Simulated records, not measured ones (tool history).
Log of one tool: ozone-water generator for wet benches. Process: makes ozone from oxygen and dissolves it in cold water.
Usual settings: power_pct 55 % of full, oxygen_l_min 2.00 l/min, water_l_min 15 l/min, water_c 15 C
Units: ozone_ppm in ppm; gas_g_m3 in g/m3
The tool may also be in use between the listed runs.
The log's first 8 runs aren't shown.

run,day,power_pct,oxygen_l_min,water_l_min,water_c,hours of work since the electrodes were changed,hours of work since the contactor was cleaned,hours of work since the thermometer was calibrated,ozone_ppm,gas_g_m3
9,22.883,55,2.00,15,15,2948,5610,2445,11.6,138.1
# day 26.108: contactor cleaned
10,26.562,55,2.00,9,15,3020,9,2517,17.1,138.9
11,30.304,55,2.00,9,15,3097,86,2594,17.3,138.1
12,32.533,55,2.00,15,15,3143,132,2640,11.2,136.9
13,34.100,55,2.00,15,15,3175,164,2672,11.5,137.6
14,36.229,94,2.00,15,15,3219,208,2716,16.4,200.0
15,37.804,55,2.00,15,15,3251,240,2748,11.3,137.0
16,40.517,55,2.00,15,8,3307,296,2804,12.0,136.9
# day 40.700: water thermometer calibrated
17,43.133,55,1.82,21,10,3360,349,50,8.3,145.7
18,44.858,80,2.34,9,14,3395,384,85,22.4,161.5
19,48.462,55,1.04,15,14,3469,458,159,9.9,204.0
20,50.462,55,1.04,10,7,3510,499,200,15.7,208.1
21,53.642,55,1.03,11,7,3576,565,266,14.4,206.6
22,56.521,87,2.00,15,15,3635,624,325,15.3,185.1
23,58.850,51,2.00,15,9,3682,672,373,11.1,129.0
# day 59.808: water thermometer calibrated, once more
24,61.700,55,2.67,15,15,3741,730,39,11.3,113.6
25,65.271,46,3.09,22,9,3814,803,112,7.4,91.1
26,68.333,46,3.09,22,9,3877,866,175,7.5,92.0
27,70.217,96,2.01,22,21,3915,904,214,10.9,198.4
28,72.979,96,2.01,22,21,3972,961,270,10.8,197.1
29,76.421,96,2.01,22,21,4043,1032,341,10.9,197.1
30,78.662,55,1.76,14,15,4089,1078,387,11.5,145.9
31,82.225,55,1.76,14,15,4162,1151,460,11.6,144.0
32,83.883,43,2.00,19,15,4196,1185,494,7.6,114.0

Forecast each of these 4 alternatives for the next run:
A,85.821,55,1.47,15,10,4236,1225,534,?,?
B,85.821,43,2.00,19,23,4236,1225,534,?,?
C,85.821,43,2.60,19,15,4236,1225,534,?,?
D,85.821,43,1.31,19,15,4236,1225,534,?,?

run,ozone_ppm,gas_g_m3
A,11.0,163.0
B,7.1,114.5
C,7.7,96.0
D,7.0,146.4
Without the tool's hidden state the same runs would have given:
run,ozone_ppm,gas_g_m3
A,12.1,178.2
B,7.7,122.9
C,8.3,102.9
D,7.6,157.1
